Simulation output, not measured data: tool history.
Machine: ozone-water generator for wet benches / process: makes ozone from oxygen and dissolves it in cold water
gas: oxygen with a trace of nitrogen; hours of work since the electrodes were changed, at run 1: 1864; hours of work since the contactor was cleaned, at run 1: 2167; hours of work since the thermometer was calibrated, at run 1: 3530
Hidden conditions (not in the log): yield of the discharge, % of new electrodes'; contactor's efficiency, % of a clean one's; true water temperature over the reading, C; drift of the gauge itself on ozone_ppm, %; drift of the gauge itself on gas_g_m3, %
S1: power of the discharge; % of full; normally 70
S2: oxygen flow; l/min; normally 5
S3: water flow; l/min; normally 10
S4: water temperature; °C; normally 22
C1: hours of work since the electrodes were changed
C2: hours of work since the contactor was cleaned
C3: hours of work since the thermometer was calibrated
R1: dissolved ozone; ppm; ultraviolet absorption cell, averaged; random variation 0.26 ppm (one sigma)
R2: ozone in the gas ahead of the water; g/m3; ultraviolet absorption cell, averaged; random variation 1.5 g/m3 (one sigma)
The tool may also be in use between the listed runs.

| run | hour | S1 | S2 | S3 | S4 | C1 | C2 | C3 | R1 | R2 |
|---|---|---|---|---|---|---|---|---|---|---|
| 1 | 0 | 70 | 5 | 10 | 22 | 1864 | 2167 | 3530 | 40 | 272.3 |
|  | 15.3 | water thermometer calibrated |
| 2 | 39.5 | 70 | 4.98 | 10 | 22 | 1891 | 2194 | 17 | 39.8 | 278.3 |
| 3 | 108.3 | 70 | 4.98 | 10 | 22 | 1938 | 2241 | 64 | 39.2 | 277.6 |
| 4 | 151.3 | 70 | 5 | 10 | 22 | 1968 | 2271 | 94 | 39.7 | 277.7 |
| 5 | 196.6 | 70 | 5 | 10 | 22 | 2000 | 2303 | 125 | 39.3 | 276.7 |
| 6 | 233.9 | 70 | 5 | 10 | 22 | 2025 | 2328 | 151 | 39.4 | 276.5 |
| 7 | 305.8 | 70 | 5 | 10 | 22 | 2075 | 2378 | 201 | 39.5 | 277.6 |
| 8 | 370.8 | 70 | 5 | 10 | 17 | 2120 | 2423 | 246 | 43.7 | 278.8 |
| 9 | 430.7 | 70 | 5 | 10 | 28 | 2161 | 2464 | 287 | 35 | 278.5 |
| 10 | 499.1 | 70 | 5 | 10 | 28 | 2209 | 2512 | 335 | 35 | 278.9 |
| 11 | 543.5 | 70 | 5 | 10 | 28 | 2240 | 2542 | 365 | 34.9 | 278.8 |
| 12 | 605.1 | 70 | 5 | 10 | 28 | 2282 | 2585 | 408 | 34.8 | 281.1 |
| 13 | 665.6 | 70 | 5 | 10 | 28 | 2324 | 2627 | 450 | 34.7 | 280.2 |
| 14 | 712.9 | 70 | 5 | 10 | 28 | 2357 | 2660 | 483 | 34.9 | 281.7 |
| 15 | 750.7 | 70 | 5 | 15 | 22 | 2383 | 2686 | 509 | 30.2 | 282.8 |
| 16 | 814.9 | 70 | 5 | 10 | 22 | 2427 | 2730 | 553 | 39.6 | 282 |
| 17 | 864.2 | 70 | 5 | 10 | 22 | 2461 | 2764 | 587 | 39.3 | 283.5 |
| 18 | 922 | 70 | 5 | 10 | 22 | 2501 | 2804 | 627 | 38.9 | 284.6 |
| 19 | 955.8 | 52 | 5 | 10 | 22 | 2525 | 2828 | 651 | 30.3 | 216.4 |
|  | 1012.2 | gauge calibrated |
| 20 | 1012.2 | 52 | 3.83 | 10 | 18 | 2564 | 2867 | 690 | 35 | 250.9 |

Run 21 is up next; what results do you expect?
| 21 | 1083.6 | 52 | 3.83 | 10 | 18 | 2613 | 2916 | 739 | ? | ? |

R1: 34.6 ppm
R2: 252.3 g/m3
Take away the tool's hidden state, keep the run-to-run variation as it was, and the same run would have given R1 34.7 ppm, R2 252 g/m3.

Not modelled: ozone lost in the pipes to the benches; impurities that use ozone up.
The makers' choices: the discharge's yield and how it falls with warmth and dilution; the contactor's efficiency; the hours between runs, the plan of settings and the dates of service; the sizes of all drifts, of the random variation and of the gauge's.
